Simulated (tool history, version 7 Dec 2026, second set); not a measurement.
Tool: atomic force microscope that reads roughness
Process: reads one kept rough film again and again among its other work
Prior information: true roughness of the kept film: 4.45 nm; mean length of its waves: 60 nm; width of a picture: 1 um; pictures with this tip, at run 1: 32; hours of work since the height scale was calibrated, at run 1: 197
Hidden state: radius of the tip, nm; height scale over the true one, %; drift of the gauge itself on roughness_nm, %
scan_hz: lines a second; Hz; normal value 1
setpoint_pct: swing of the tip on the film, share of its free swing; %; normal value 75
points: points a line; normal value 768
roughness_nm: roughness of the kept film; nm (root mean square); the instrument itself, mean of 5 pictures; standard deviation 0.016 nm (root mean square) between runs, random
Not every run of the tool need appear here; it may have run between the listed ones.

run	hour	scan_hz	setpoint_pct	points	pictures with this tip	hours of work since the height scale was calibrated	roughness_nm
1	0	1	75	768	32	197	3.886
2	11.5	1.74	75	768	49	202	3.623
3	16.4	1.74	75	768	56	205	3.567
4	24	1	75	480	67	209	3.757
5	29.3	1	75	424	74	211	3.71
# hour 33.3: new tip fitted
6	38.5	1	75	655	7	215	3.96
7	46.7	1	75	655	19	220	3.948
8	53.2	1	75	768	28	223	3.891
9	60.9	1	58	768	39	226	4.034
10	66.1	1	58	768	47	229	3.97
11	74.7	1	58	768	59	233	3.993
12	79.5	1	75	768	66	236	3.767
# hour 89.4: new tip fitted
13	89.4	1	75	768	0	240	3.967
14	94.5	1	75	768	7	243	3.961
15	101.5	1	75	768	17	246	3.911
16	109.7	1	75	768	29	250	3.875
17	115.4	1	75	643	37	253	3.812
18	122.2	1	75	278	47	256	3.771
19	129.6	1	75	278	58	260	3.754
20	138.8	1	75	278	71	265	3.708
21	143.7	1	75	278	78	267	3.688
# hour 146.3: new tip fitted
22	154.2	1	75	278	11	272	3.916
23	163.1	1	75	278	24	276	3.904
24	169.3	1	75	278	33	279	3.859
25	177.1	1	75	278	44	283	3.811
26	186.7	1	75	278	58	288	3.734
27	193.9	1.59	56	768	68	291	3.889
28	199.2	3.46	56	665	76	294	3.684
# hour 202.2: new tip fitted
29	205.9	3.46	70	407	5	297	3.532
30	213.3	1.34	70	844	16	301	3.925
31	220.5	1.22	75	678	26	304	3.821
32	229.7	1.22	75	678	39	309	3.789
33	239.5	1.21	84	678	53	314	3.555
34	245.7	1.21	84	678	62	317	3.475
35	256.4	1	75	893	78	322	3.683
# hour 258.1: new tip fitted
36	263.1	0.89	63	743	7	325	4.067
37	267.9	0.89	63	743	14	327	4.086
38	278.8	1	81	768	29	333	3.776
39	284.3	1	75	694	37	335	3.832
40	295.6	2.15	85	768	54	341	3.221
41	302.9	2.15	85	768	64	345	3.18
42	311.7	2.15	85	768	77	349	3.132
# hour 314.5: new tip fitted
43	317.9	1	75	267	5	352	3.944
44	327.5	1	75	649	19	356	3.912
45	332.2	1	75	649	26	359	3.852
46	338.5	0.61	75	431	35	362	3.96
47	343.5	2.63	78	459	42	364	3.331
48	353.9	2.53	75	488	57	369	3.397
49	364.7	0.99	61	323	72	375	3.862
# hour 370.6: new tip fitted
50	373.7	2.65	57	890	5	379	3.965
51	379.3	1.31	65	494	13	382	3.989

What if the next run were any one of these 5? Each begins from the tool's condition after run 51:
A	384.9	1.2	66	768	21	384	?
B	384.9	3.04	65	342	21	384	?
C	384.9	0.58	62	288	21	384	?
D	384.9	1.31	79	494	21	384	?
E	384.9	2.04	65	494	21	384	?

run	roughness_nm
A	3.993
B	3.709
C	4.08
D	3.74
E	3.862
With the hidden condition removed and each run's random variation left untouched, the same runs would have given:
run	roughness_nm
A	4.09
B	3.799
C	4.179
D	3.831
E	3.956

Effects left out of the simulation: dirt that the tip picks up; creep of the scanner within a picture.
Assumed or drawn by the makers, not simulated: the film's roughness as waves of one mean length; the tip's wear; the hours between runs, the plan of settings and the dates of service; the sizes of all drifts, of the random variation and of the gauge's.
